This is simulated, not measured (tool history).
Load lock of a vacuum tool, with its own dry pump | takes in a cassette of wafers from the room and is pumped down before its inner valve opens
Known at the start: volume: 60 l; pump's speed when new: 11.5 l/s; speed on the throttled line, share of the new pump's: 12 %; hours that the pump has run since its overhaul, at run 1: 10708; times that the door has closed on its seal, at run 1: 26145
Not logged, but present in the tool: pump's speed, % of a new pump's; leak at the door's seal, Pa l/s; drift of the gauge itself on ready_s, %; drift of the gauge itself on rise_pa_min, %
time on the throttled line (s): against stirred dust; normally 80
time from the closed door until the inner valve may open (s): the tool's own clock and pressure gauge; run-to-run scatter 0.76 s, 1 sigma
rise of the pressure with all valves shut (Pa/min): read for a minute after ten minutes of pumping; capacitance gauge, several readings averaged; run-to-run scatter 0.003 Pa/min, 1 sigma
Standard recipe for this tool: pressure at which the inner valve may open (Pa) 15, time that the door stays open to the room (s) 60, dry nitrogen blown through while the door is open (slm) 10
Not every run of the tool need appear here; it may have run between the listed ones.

run    hour  time on the throttled line (s)  pressure at which the inner valve may open (Pa)  time that the door stays open to the room (s)  dry nitrogen blown through while the door is open (slm)  hours that the pump has run since its overhaul  times that the door has closed on its seal  incoming humidity of the room's air, %  time from the closed door until the inner valve may open (s)  rise of the pressure with all valves shut (Pa/min)
  1     0.0                              80                                               15                                             60                                                       10                                           10708                                       26145                                    45.1                                                         117.0                                               0.039
  2   380.6                              80                                               15                                             60                                                       10                                           11088                                       26956                                    42.1                                                         116.5                                               0.037
  3   815.9                              80                                               15                                             60                                                       10                                           11524                                       27882                                    47.7                                                         117.3                                               0.038
  4  1148.4                              80                                               18                                             60                                                       10                                           11856                                       28590                                    46.1                                                         115.6                                               0.036
     1404.2  -- door's seal changed, seat wiped
  5  1518.1                              80                                               20                                             60                                                       10                                           12224                                         242                                    44.8                                                         117.0                                               0.034
  6  1754.0                              80                                               15                                             60                                                       10                                           12460                                         744                                    44.0                                                         116.1                                               0.037
  7  2093.5                              80                                               15                                             60                                                       10                                           12800                                        1467                                    45.4                                                         115.8                                               0.036
  8  2493.5                              80                                               15                                             60                                                        8                                           13200                                        2319                                    46.1                                                         117.4                                               0.038
  9  2963.2                              80                                               26                                             60                                                       10                                           13669                                        3319                                    42.6                                                         115.3                                               0.033
 10  3384.8                              80                                               15                                            131                                                       10                                           14091                                        4217                                    42.7                                                         116.5                                               0.058
 11  3849.0                              80                                               15                                            131                                                       10                                           14555                                        5205                                    46.2                                                         118.2                                               0.049
 12  4149.8                              80                                               15                                            119                                                       10                                           14856                                        5845                                    46.6                                                         117.9                                               0.046
 13  4714.0                              80                                               15                                            119                                                       10                                           15420                                        7046                                    42.2                                                         115.3                                               0.042
 14  4950.3                             152                                               21                                             64                                                       26                                           15656                                        7550                                    44.5                                                         180.5                                               0.026
 15  5506.6                             152                                               21                                             64                                                       26                                           16213                                        8734                                    44.3                                                         179.8                                               0.029
 16  5997.8                              80                                               15                                             67                                                        4                                           16704                                        9780                                    46.7                                                         117.4                                               0.042
 17  6360.5                              80                                               15                                             67                                                        4                                           17067                                       10552                                    45.5                                                         116.3                                               0.045
 18  6815.3                             121                                               11                                             49                                                       12                                           17521                                       11520                                    43.3                                                         154.9                                               0.038
 19  7215.2                              80                                               21                                             60                                                       20                                           17921                                       12372                                    48.8                                                         115.5                                               0.034
 20  7485.2                              80                                               21                                             60                                                       20                                           18191                                       12947                                    44.7                                                         114.0                                               0.034
 21  7734.0                             157                                               23                                             60                                                        6                                           18440                                       13476                                    45.3                                                         181.9                                               0.040
 22  8156.4                              81                                               29                                             66                                                       12                                           18863                                       14376                                    43.6                                                         116.7                                               0.035
 23  8601.1                              80                                               15                                             92                                                        6                                           19307                                       15322                                    46.8                                                         116.9                                               0.044
 24  9021.0                              80                                               15                                             42                                                        7                                           19727                                       16217                                    44.6                                                         116.6                                               0.033

Branching from run 24: 3 alternative next runs. What would each branch give?
     9183.8  -- dry pump taken out, an overhauled one fitted
  A  9490.1                             102                                               15                                             60                                                       10                                             306                                       17203                                    47.6                                                             ?                                                   ?
     9183.8  -- dry pump taken out, an overhauled one fitted
  B  9490.1                              80                                               14                                             60                                                       10                                             306                                       17203                                    42.4                                                             ?                                                   ?
     9183.8  -- dry pump taken out, an overhauled one fitted
  C  9490.1                             144                                               14                                             42                                                        7                                             306                                       17203                                    47.8                                                             ?                                                   ?

run  time from the closed door until the inner valve may open (s)  rise of the pressure with all valves shut (Pa/min)
  A                                                         136.2                                               0.040
  B                                                         118.2                                               0.035
  C                                                         171.4                                               0.034
Stripped of hidden state, with their random variation kept, the same runs would have yielded:
run  time from the closed door until the inner valve may open (s)  rise of the pressure with all valves shut (Pa/min)
  A                                                         136.2                                               0.039
  B                                                         118.2                                               0.034
  C                                                         171.4                                               0.033

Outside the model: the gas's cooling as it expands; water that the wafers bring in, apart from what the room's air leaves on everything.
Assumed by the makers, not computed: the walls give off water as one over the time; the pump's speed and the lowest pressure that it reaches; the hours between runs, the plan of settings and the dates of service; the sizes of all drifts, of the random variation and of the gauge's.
